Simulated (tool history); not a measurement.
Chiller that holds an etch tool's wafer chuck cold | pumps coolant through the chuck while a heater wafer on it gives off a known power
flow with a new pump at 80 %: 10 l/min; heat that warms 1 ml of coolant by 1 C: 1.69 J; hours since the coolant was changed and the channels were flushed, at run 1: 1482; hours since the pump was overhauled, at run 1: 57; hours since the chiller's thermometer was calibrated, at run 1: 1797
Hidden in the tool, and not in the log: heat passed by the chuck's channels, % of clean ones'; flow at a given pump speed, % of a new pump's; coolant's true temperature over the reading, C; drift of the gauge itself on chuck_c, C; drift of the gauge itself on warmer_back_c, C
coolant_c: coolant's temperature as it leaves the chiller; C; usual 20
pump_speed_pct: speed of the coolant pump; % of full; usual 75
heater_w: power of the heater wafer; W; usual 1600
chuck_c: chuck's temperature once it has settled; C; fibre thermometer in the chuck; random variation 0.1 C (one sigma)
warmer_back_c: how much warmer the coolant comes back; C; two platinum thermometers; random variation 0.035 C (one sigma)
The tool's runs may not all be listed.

run,hour,coolant_c,pump_speed_pct,heater_w,hours since the coolant was changed and the channels were flushed,hours since the pump was overhauled,hours since the chiller's thermometer was calibrated,chuck_c,warmer_back_c
1,0.0,20,75,1600,1482,57,1797,42.9,6.11
2,119.7,20,75,1600,1602,176,1916,43.2,6.07
3,282.1,20,75,1600,1764,339,2079,43.1,6.14
4,363.3,20,75,1600,1846,420,2160,43.2,6.14
5,492.2,20,88,1600,1974,549,2289,39.9,5.16
6,691.3,20,88,1600,2174,748,2488,40.2,5.15
7,818.3,20,88,1600,2301,875,2615,40.4,5.27
8,957.7,20,88,1600,2440,1014,2754,40.4,5.18
9,1046.4,20,75,1600,2529,1103,2843,44.1,6.25
# hour 1061.9: coolant pump overhauled
10,1153.8,20,75,1600,2631,92,2945,44.3,6.37
11,1343.4,20,84,1600,2821,281,3135,41.8,5.59
12,1513.7,20,84,1600,2991,452,3305,42.1,5.63
# hour 1541.7: coolant pump overhauled, once more
13,1686.6,20,84,1600,3159,145,3473,41.3,5.41
14,1863.9,20,75,1600,3336,322,3650,44.3,6.18
15,2055.0,20,75,1600,3527,513,3842,44.2,6.17
16,2225.3,20,75,1600,3698,684,4012,44.8,6.25
17,2391.4,20,75,1600,3864,850,4178,44.9,6.25
18,2554.7,23,89,1305,4027,1013,4341,40.2,4.22
19,2719.5,20,75,1386,4192,1178,4506,41.8,5.50
20,2889.5,20,70,1089,4362,1348,4676,38.8,4.69
21,3071.1,20,70,1089,4543,1529,4858,38.8,4.72
22,3197.5,13,90,1252,4670,1656,4984,30.2,4.13
23,3328.1,13,90,1252,4800,1786,5115,30.2,4.12
24,3448.8,18,75,1818,4921,1907,5235,47.3,7.30
25,3626.8,18,87,1529,5099,2085,5413,39.7,5.21
26,3709.9,20,83,1777,5182,2168,5496,46.3,6.36
# hour 3815.1: chiller's thermometer calibrated
27,3815.1,18,66,1600,5286,2272,0,46.9,7.45
28,3963.3,20,69,1600,5435,2421,148,47.5,7.18
29,4146.4,22,84,1600,5618,2604,331,44.8,5.76
# hour 4233.2: coolant changed, channels flushed
30,4271.7,22,84,1600,39,2723,451,43.2,5.72
31,4359.5,14,75,1547,126,2811,538,37.1,6.37
32,4472.9,14,70,2083,240,2924,652,47.5,9.29
33,4627.9,11,75,1600,395,3079,807,35.1,6.62

Measured less the same run without the tool's hidden state. The same run-to-run variation is in both; the gauge's scatter may not be:
run,chuck_c,warmer_back_c
1,+0.8,+0.01
2,+1.0,+0.03
3,+1.1,+0.06
4,+1.2,+0.07
5,+1.2,+0.08
6,+1.4,+0.10
7,+1.5,+0.12
8,+1.7,+0.13
9,+1.9,+0.17
10,+2.2,+0.24
11,+2.2,+0.23
12,+2.4,+0.26
13,+1.7,+0.06
14,+2.1,+0.10
15,+2.3,+0.13
16,+2.5,+0.15
17,+2.6,+0.18
18,+2.2,+0.13
19,+2.7,+0.20
20,+2.6,+0.19
21,+2.7,+0.21
22,+2.6,+0.19
23,+2.8,+0.21
24,+4.1,+0.38
25,+3.5,+0.30
26,+4.1,+0.38
27,+3.6,+0.46
28,+3.5,+0.47
29,+3.2,+0.40
30,+1.5,+0.41
31,+1.7,+0.48
32,+2.7,+0.71
33,+2.1,+0.53
